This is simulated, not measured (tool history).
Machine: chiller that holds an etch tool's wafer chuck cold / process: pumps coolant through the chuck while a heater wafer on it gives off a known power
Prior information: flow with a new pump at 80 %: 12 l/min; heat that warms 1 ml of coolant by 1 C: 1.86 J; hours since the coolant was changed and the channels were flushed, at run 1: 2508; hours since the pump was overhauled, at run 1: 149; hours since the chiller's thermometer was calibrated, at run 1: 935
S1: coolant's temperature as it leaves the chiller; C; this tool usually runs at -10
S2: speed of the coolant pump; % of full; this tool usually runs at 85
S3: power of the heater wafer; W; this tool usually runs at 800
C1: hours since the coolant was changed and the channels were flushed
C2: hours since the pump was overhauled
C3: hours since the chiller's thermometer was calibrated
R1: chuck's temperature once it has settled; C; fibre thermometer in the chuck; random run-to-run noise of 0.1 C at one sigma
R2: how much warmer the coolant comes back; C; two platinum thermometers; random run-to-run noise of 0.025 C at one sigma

run 1 hour=0.0 | S1=-10 S2=85 S3=800 | C1=2508 C2=149 C3=935 | R1=-3.2 R2=2.01
run 2 hour=67.1 | S1=-10 S2=85 S3=800 | C1=2575 C2=216 C3=1002 | R1=-3.2 R2=2.04
run 3 hour=127.2 | S1=-10 S2=85 S3=800 | C1=2635 C2=276 C3=1062 | R1=-3.1 R2=2.07
run 4 hour=163.0 | S1=-10 S2=85 S3=800 | C1=2671 C2=312 C3=1098 | R1=-3.1 R2=2.06
run 5 hour=214.4 | S1=-10 S2=85 S3=800 | C1=2722 C2=363 C3=1149 | R1=-3.0 R2=2.10
run 6 hour=257.9 | S1=-10 S2=85 S3=800 | C1=2766 C2=406 C3=1193 | R1=-3.1 R2=2.12
run 7 hour=337.1 | S1=-10 S2=85 S3=800 | C1=2845 C2=486 C3=1272 | R1=-3.1 R2=2.14
run 8 hour=389.6 | S1=-10 S2=85 S3=800 | C1=2898 C2=538 C3=1325 | R1=-3.1 R2=2.14
run 9 hour=458.3 | S1=-10 S2=85 S3=800 | C1=2966 C2=607 C3=1393 | R1=-3.2 R2=2.19
run 10 hour=527.0 | S1=-10 S2=85 S3=800 | C1=3035 C2=676 C3=1462 | R1=-3.2 R2=2.17
run 11 hour=590.2 | S1=-10 S2=85 S3=800 | C1=3098 C2=739 C3=1525 | R1=-3.1 R2=2.19
run 12 hour=629.5 | S1=-10 S2=85 S3=800 | C1=3138 C2=778 C3=1565 | R1=-3.1 R2=2.24
run 13 hour=671.5 | S1=-10 S2=85 S3=800 | C1=3180 C2=820 C3=1607 | R1=-3.2 R2=2.24
run 14 hour=751.1 | S1=-10 S2=85 S3=800 | C1=3259 C2=900 C3=1686 | R1=-3.2 R2=2.28
run 15 hour=791.5 | S1=-10 S2=85 S3=800 | C1=3300 C2=940 C3=1727 | R1=-3.1 R2=2.31
run 16 hour=863.5 | S1=-10 S2=85 S3=800 | C1=3372 C2=1012 C3=1799 | R1=-3.2 R2=2.31
run 17 hour=947.7 | S1=-10 S2=85 S3=657 | C1=3456 C2=1096 C3=1883 | R1=-4.3 R2=1.96
run 18 hour=1010.9 | S1=-10 S2=85 S3=657 | C1=3519 C2=1159 C3=1946 | R1=-4.2 R2=2.02
run 19 hour=1089.5 | S1=-10 S2=85 S3=657 | C1=3598 C2=1238 C3=2025 | R1=-4.4 R2=2.02
run 20 hour=1148.8 | S1=-20 S2=81 S3=657 | C1=3657 C2=1297 C3=2084 | R1=-14.1 R2=2.18
run 21 hour=1210.5 | S1=-10 S2=85 S3=464 | C1=3719 C2=1359 C3=2146 | R1=-6.1 R2=1.61
run 22 hour=1262.6 | S1=-10 S2=85 S3=464 | C1=3771 C2=1411 C3=2198 | R1=-6.0 R2=1.64
run 23 hour=1343.5 | S1=-12 S2=100 S3=1053 | C1=3852 C2=1492 C3=2279 | R1=-4.1 R2=2.69

Run 24 has not been measured yet. What should we expect?
-- hour=1362.8 gauge calibrated
run 24 hour=1381.6 | S1=-8 S2=95 S3=417 | C1=3890 C2=1530 C3=2317 | R1=? R2=?

R1: -4.8 C
R2: 0.97 C
Without the tool's hidden state the same run would have given R1 -4.8 C, R2 0.96 C.

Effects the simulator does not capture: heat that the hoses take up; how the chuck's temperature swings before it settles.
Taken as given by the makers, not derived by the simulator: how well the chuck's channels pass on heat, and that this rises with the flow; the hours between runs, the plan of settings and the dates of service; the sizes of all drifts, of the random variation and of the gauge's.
